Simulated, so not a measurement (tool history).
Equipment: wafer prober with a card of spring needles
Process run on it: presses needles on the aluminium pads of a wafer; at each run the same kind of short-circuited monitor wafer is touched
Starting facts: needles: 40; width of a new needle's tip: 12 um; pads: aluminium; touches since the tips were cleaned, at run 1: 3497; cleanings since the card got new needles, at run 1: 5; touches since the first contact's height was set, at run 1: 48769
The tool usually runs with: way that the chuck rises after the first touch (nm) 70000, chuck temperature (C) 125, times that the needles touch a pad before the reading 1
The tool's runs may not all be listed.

run	hour	way that the chuck rises after the first touch (nm)	chuck temperature (C)	times that the needles touch a pad before the reading	touches since the tips were cleaned	cleanings since the card got new needles	touches since the first contact's height was set	resistance of one needle with its contact and lead (mohm)	way that a needle slides on the pad (nm)
1	0.0	70000	125	1	3497	5	48769	260	18140
# hour 8.6: tips cleaned on abrasive film
2	9.8	70000	125	1	655	6	54328	265	18180
3	16.7	70000	125	1	4614	6	58287	268	18170
# hour 23.6: tips cleaned on abrasive film
4	25.3	70000	125	1	1005	7	63225	264	18150
5	33.7	70000	33	1	5812	7	68032	236	18160
# hour 38.8: tips cleaned on abrasive film
6	46.1	70000	33	1	4177	8	75080	238	18160
7	52.6	70000	33	1	7915	8	78818	243	18150
# hour 53.9: tips cleaned on abrasive film
8	65.2	70000	33	1	6535	9	86036	243	18180
# hour 68.6: tips cleaned on abrasive film
9	80.5	70000	125	1	6834	10	94771	266	18130
# hour 83.7: tips cleaned on abrasive film
10	89.1	70000	125	1	3133	11	99647	266	18170
11	96.4	70000	125	1	7315	11	103829	265	18130
# hour 99.0: tips cleaned on abrasive film
12	108.8	70000	125	1	5651	12	110913	265	18130
# hour 113.7: tips cleaned on abrasive film
13	116.4	70000	125	1	1557	13	115243	263	18160
14	125.1	70000	125	1	6526	13	120212	264	18190
# hour 129.2: tips cleaned on abrasive film
15	135.5	70000	125	2	3590	14	126136	262	18130
16	142.5	70000	125	2	7599	14	130145	267	18200
# hour 144.8: tips cleaned on abrasive film
17	156.0	70000	125	2	6449	15	137883	265	18180
# hour 160.6: tips cleaned on abrasive film
18	163.4	73000	120	2	1632	16	142070	258	18900
19	169.6	73000	120	2	5213	16	145651	263	18910
# hour 175.3: tips cleaned on abrasive film
20	178.9	83000	120	2	2118	17	150941	256	21480
21	187.5	83000	120	2	7031	17	155854	261	21510
# hour 189.9: tips cleaned on abrasive film
22	200.8	86000	38	1	6255	18	163430	235	22320
# hour 205.5: tips cleaned on abrasive film
23	207.2	62000	75	2	965	19	167067	252	16120
24	218.6	62000	75	2	7512	19	173614	253	16120
# hour 220.5: tips cleaned on abrasive film
25	231.7	62000	75	2	6459	20	181109	248	16060
# hour 235.4: tips cleaned on abrasive film
26	238.4	77000	39	2	1714	21	184888	240	19950
# hour 250.5: tips cleaned on abrasive film
# hour 250.8: height of the first contact set anew
27	253.7	72000	36	1	1642	22	1642	237	18640
28	263.5	72000	50	2	7305	22	7305	242	18660
# hour 266.1: tips cleaned on abrasive film
29	274.9	53000	27	1	5101	23	13815	240	13770
# hour 281.0: tips cleaned on abrasive film
30	283.9	53000	27	1	1644	24	18904	242	13730
31	292.6	53000	27	1	6630	24	23890	241	13750
# hour 296.2: tips cleaned on abrasive film
32	299.0	85000	116	1	1565	25	27510	259	22030
33	307.1	85000	116	1	6260	25	32205	260	22020

Below are 5 alternative next runs, each starting from the tool's condition after run 33. Predict each:
# hour 312.0: tips cleaned on abrasive film
A	319.2	70000	92	1	4148	26	39085	?	?
# hour 312.0: tips cleaned on abrasive film
B	319.2	85000	71	1	4148	26	39085	?	?
# hour 312.0: tips cleaned on abrasive film
C	319.2	76000	116	1	4148	26	39085	?	?
# hour 312.0: tips cleaned on abrasive film
D	319.2	70000	125	1	4148	26	39085	?	?
# hour 312.0: tips cleaned on abrasive film
E	319.2	65000	52	1	4148	26	39085	?	?

run	resistance of one needle with its contact and lead (mohm)	way that a needle slides on the pad (nm)
A	257	18140
B	245	22070
C	260	19740
D	267	18160
E	244	16880
Without the tool's hidden state the same runs would have given:
run	resistance of one needle with its contact and lead (mohm)	way that a needle slides on the pad (nm)
A	256	18140
B	244	22070
C	259	19750
D	266	18160
E	242	16890

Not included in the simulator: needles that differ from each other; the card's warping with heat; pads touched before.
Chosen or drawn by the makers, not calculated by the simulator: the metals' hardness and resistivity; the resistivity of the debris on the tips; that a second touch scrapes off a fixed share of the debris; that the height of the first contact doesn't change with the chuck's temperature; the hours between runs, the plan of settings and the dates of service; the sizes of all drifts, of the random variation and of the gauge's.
